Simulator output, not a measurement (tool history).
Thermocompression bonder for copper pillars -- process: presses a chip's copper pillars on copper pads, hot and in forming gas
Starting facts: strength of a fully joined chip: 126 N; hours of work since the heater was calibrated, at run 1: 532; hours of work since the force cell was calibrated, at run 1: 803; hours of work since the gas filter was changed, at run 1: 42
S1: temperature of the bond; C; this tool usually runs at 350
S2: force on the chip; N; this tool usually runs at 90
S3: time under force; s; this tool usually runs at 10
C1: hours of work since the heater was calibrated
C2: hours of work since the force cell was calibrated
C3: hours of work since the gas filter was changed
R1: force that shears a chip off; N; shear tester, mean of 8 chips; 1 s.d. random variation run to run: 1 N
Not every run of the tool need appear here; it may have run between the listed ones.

run,hour,S1,S2,S3,C1,C2,C3,R1
1,0,350,90,10,532,803,42,84.8
2,12.1,350,90,10,540,811,51,84.3
3,35.5,350,90,10,557,828,67,84.2
4,60.7,350,90,10,575,845,85,80.5
5,82.3,350,90,10,590,861,101,83.1
6,109.5,374,90,10,609,880,120,94.9
7,129.8,347,90,10,623,894,134,78.2
8,149.1,350,90,7,637,908,148,73.6
9,177.8,350,90,7,657,928,168,71.4
# hour 199.3: forming gas filter changed
10,199.9,350,90,7,673,944,0,76.9
11,218.7,350,90,7,686,957,14,77.2
12,231.2,350,90,7,695,966,23,75.9
13,245.9,350,90,10,705,976,33,82.9
14,264.8,350,90,10,718,989,46,83
15,284.7,350,57,10,733,1003,60,57.5

Predict the results of run 16:
16,307,350,57,6,748,1019,76,?

{"run 16": {"R1": 47.5}}
Had the tool carried no hidden state, the very same run would have given R1 55 N.

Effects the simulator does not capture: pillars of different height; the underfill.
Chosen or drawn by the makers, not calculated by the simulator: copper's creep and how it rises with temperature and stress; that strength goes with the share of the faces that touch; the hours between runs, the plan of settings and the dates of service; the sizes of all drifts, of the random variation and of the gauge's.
